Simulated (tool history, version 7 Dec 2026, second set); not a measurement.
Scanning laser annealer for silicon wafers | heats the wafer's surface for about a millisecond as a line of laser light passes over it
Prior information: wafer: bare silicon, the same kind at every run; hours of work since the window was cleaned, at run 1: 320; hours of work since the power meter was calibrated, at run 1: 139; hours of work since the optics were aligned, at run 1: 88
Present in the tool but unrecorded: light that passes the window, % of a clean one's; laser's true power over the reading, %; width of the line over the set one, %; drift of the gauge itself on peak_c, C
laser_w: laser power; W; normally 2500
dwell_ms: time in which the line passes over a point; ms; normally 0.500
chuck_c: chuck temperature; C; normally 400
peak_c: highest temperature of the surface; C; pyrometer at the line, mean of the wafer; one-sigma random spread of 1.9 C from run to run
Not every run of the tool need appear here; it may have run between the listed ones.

| run | hour | laser_w | dwell_ms | chuck_c | hours of work since the window was cleaned | hours of work since the power meter was calibrated | hours of work since the optics were aligned | peak_c |
|---|---|---|---|---|---|---|---|---|
| 1 | 0.0 | 2500 | 0.500 | 400 | 320 | 139 | 88 | 1082 |
| 2 | 6.7 | 2500 | 0.500 | 400 | 324 | 143 | 92 | 1085 |
| 3 | 12.6 | 2500 | 0.500 | 400 | 327 | 146 | 95 | 1084 |
| 4 | 20.8 | 2500 | 0.500 | 400 | 331 | 150 | 99 | 1088 |
| 5 | 29.1 | 2500 | 0.500 | 400 | 336 | 155 | 104 | 1083 |
| 6 | 36.0 | 2500 | 0.500 | 400 | 339 | 158 | 107 | 1083 |
| 7 | 42.8 | 2500 | 0.500 | 400 | 343 | 162 | 111 | 1079 |
|  | 47.4 | window over the wafer cleaned |
| 8 | 49.2 | 2500 | 0.500 | 400 | 1 | 164 | 113 | 1116 |
| 9 | 56.0 | 2500 | 0.500 | 400 | 5 | 168 | 117 | 1115 |
| 10 | 62.5 | 2500 | 0.500 | 400 | 8 | 171 | 120 | 1118 |
| 11 | 69.1 | 2500 | 0.500 | 400 | 11 | 175 | 124 | 1116 |
| 12 | 78.2 | 2500 | 0.482 | 400 | 16 | 180 | 129 | 1104 |
| 13 | 84.9 | 2500 | 0.463 | 400 | 20 | 183 | 132 | 1086 |
|  | 88.4 | laser's power meter calibrated |
| 14 | 93.4 | 2500 | 0.463 | 400 | 23 | 3 | 135 | 1090 |
| 15 | 100.8 | 2500 | 0.431 | 418 | 27 | 7 | 139 | 1081 |
|  | 112.3 | laser's power meter calibrated, once more |
| 16 | 112.8 | 2731 | 0.580 | 418 | 31 | 0 | 144 | 1274 |
| 17 | 118.4 | 2451 | 0.580 | 365 | 34 | 3 | 147 | 1121 |
| 18 | 124.2 | 2451 | 0.580 | 365 | 37 | 6 | 150 | 1119 |
| 19 | 132.3 | 2451 | 0.580 | 365 | 42 | 11 | 154 | 1121 |
| 20 | 137.5 | 2451 | 0.580 | 421 | 45 | 13 | 157 | 1177 |
| 21 | 146.6 | 2451 | 0.580 | 421 | 49 | 18 | 162 | 1171 |
| 22 | 151.1 | 2234 | 0.613 | 381 | 52 | 21 | 164 | 1081 |
| 23 | 157.0 | 2184 | 0.613 | 381 | 55 | 24 | 167 | 1062 |
| 24 | 161.8 | 2561 | 0.513 | 400 | 57 | 26 | 170 | 1143 |
| 25 | 170.1 | 2569 | 0.560 | 400 | 62 | 31 | 174 | 1180 |
| 26 | 178.2 | 2189 | 0.483 | 361 | 66 | 35 | 178 | 965 |
| 27 | 184.1 | 2189 | 0.483 | 361 | 69 | 38 | 182 | 965 |
| 28 | 187.9 | 2627 | 0.584 | 400 | 71 | 40 | 184 | 1215 |

Alternative continuations, all from the tool just after run 28; predict every row:
| A | 193.0 | 2155 | 0.468 | 400 | 74 | 43 | 186 | ? |
| B | 193.0 | 2691 | 0.500 | 374 | 74 | 43 | 186 | ? |
| C | 193.0 | 2554 | 0.500 | 400 | 74 | 43 | 186 | ? |
| D | 193.0 | 2500 | 0.500 | 429 | 74 | 43 | 186 | ? |

| run | peak_c |
|---|---|
| A | 986 |
| B | 1147 |
| C | 1129 |
| D | 1136 |
Had the tool no hidden state, the same runs would have come out as:
| run | peak_c |
|---|---|
| A | 997 |
| B | 1161 |
| C | 1142 |
| D | 1148 |

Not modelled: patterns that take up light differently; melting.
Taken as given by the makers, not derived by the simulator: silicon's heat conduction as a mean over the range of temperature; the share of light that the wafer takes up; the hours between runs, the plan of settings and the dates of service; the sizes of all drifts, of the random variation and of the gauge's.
